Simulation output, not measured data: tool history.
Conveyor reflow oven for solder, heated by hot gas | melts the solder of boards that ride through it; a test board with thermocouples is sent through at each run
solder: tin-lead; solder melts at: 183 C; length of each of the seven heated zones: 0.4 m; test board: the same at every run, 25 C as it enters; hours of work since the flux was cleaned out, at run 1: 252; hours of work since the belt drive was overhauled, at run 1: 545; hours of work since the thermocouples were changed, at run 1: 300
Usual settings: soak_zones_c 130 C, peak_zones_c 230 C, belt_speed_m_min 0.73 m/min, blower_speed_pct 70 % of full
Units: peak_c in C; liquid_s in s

run,hour,soak_zones_c,peak_zones_c,belt_speed_m_min,blower_speed_pct,hours of work since the flux was cleaned out,hours of work since the belt drive was overhauled,hours of work since the thermocouples were changed,peak_c,liquid_s
1,0,130,230,0.73,70,252,545,300,210.4,42.5
# hour 12.4: flux residue cleaned out of gas plates and filters
2,20.2,130,230,0.73,70,4,553,308,212.2,43.9
3,35,130,230,0.73,70,12,560,316,211.8,43.6
4,50.2,130,230,0.73,70,20,568,324,211.9,44
5,61.4,130,230,0.73,70,26,574,330,212.3,43.2
6,75.8,130,230,0.73,70,33,582,337,211.7,43.9
7,85.2,130,230,0.73,70,38,587,342,212.2,43.8
8,94.9,123,230,0.6,87,43,592,347,219.8,60.4
9,101.7,137,228,0.681,58,47,595,351,210.1,47.8
10,117.2,126,230,0.772,64,55,604,359,207.4,36.1
11,127.5,119,230,0.73,60,61,609,364,206.9,36.1
12,135.3,123,221,0.749,50,65,613,368,196,22.8
13,146.7,123,221,0.749,56,71,619,374,197.8,25.5
14,162.3,123,242,0.749,69,79,627,383,219.4,45.9

4 ways to go on from here, each from the tool as it stands after run 14. What would each give?
A,169.2,130,234,0.73,65,83,631,386,?,?
B,169.2,123,242,0.749,61,83,631,386,?,?
C,169.2,125,242,0.73,83,83,631,386,?,?
D,169.2,141,230,0.73,69,83,631,386,?,?

run,peak_c,liquid_s
A,213.2,44.3
B,217.2,43.8
C,223.3,51.1
D,213.2,47.3
Without the tool's hidden state the same runs would have given:
run,peak_c,liquid_s
A,213.8,43.9
B,217.7,43.4
C,224,50.6
D,213.8,46.9
